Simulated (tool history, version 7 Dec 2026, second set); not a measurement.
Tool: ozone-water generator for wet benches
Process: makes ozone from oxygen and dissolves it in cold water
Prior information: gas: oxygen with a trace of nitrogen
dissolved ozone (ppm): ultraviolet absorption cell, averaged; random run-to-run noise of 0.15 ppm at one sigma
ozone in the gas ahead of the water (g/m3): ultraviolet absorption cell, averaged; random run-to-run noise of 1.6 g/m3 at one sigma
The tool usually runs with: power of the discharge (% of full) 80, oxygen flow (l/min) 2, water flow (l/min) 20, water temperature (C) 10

run    hour  power of the discharge (% of full)  oxygen flow (l/min)  water flow (l/min)  water temperature (C)  dissolved ozone (ppm)  ozone in the gas ahead of the water (g/m3)
  1       0                                  80                    2                  20                     10                   18.7                                       303.4
  2    59.5                                  40                    2                  20                     10                   10.6                                       172.3
  3     178                                  40                    2                  22                     10                    9.6                                       171.8
  4   234.3                                  80                    2                  29                     10                     12                                       303.8
  5   311.3                                  80                    2                  16                     10                   23.6                                         303
  6   397.2                                  80                    2                  16                     10                   24.2                                       302.9
  7   513.5                                  80                    2                  20                     10                     19                                       304.7
  8   587.3                                  80                    2                  20                     10                   18.7                                       303.7
  9   675.3                                  80                    2                  20                     10                     19                                       302.9
 10   731.7                                  80                    2                  20                     10                   18.9                                       304.1
 11   831.6                                  80                    2                  20                     10                   18.7                                       304.9
 12   899.2                                  80                    2                  20                     10                   18.8                                       303.6
 13   976.3                                  80                    2                  20                     10                   18.8                                       302.9
 14  1066.2                                  80                    2                  20                     10                   19.1                                       303.3
 15  1173.6                                  80                    2                  28                     10                   12.6                                       304.8
 16  1297.1                                  80                    2                  20                     10                   18.8                                       306.5
 17  1414.7                                  80                    2                  20                     10                   18.9                                       301.8
 18  1533.5                                  80                 2.76                  20                      7                     21                                       253.5
 19  1621.8                                  80                    2                  29                     14                   12.1                                       299.7
 20  1713.2                                  80                    2                  29                     14                   11.9                                       304.4
 21  1809.2                                  51                    2                  17                     14                   15.2                                       208.1
 22  1895.3                                  51                    2                  17                     14                     15                                       208.6
 23  2017.9                                  51                 1.41                  12                      6                   21.2                                       252.1
 24  2105.7                                  80                    2                  30                     13                   11.4                                       305.1
 25  2156.6                                  80                    2                  30                     13                   11.4                                       303.8
 26  2220.2                                  80                    2                  30                     13                   11.6                                       304.9
 27  2315.5                                  80                    2                  30                     13                   11.5                                       303.8
 28  2395.1                                  80                    2                  20                     14                   18.5                                       304.4
 29  2519.6                                  80                    2                  20                     14                   18.4                                       303.1
 30  2631.9                                  80                    2                  14                     10                   27.4                                         303
 31  2687.2                                  80                 1.88                  14                      5                   27.9                                       312.7
 32  2791.4                                  41                 1.21                  14                      8                   14.3                                       228.9
 33  2874.7                                  89                    2                  25                     10                   15.8                                         330

Not shown here: 1 entry made in the log between runs. Locate each between two listed runs and compare the hidden state at the listed run before it with the hidden state at the listed run after it:
From run 17 to run 18: contactor cleaned (hour 1439.4)
  contactor's efficiency, % of a clean one's: 99.8 -> 100
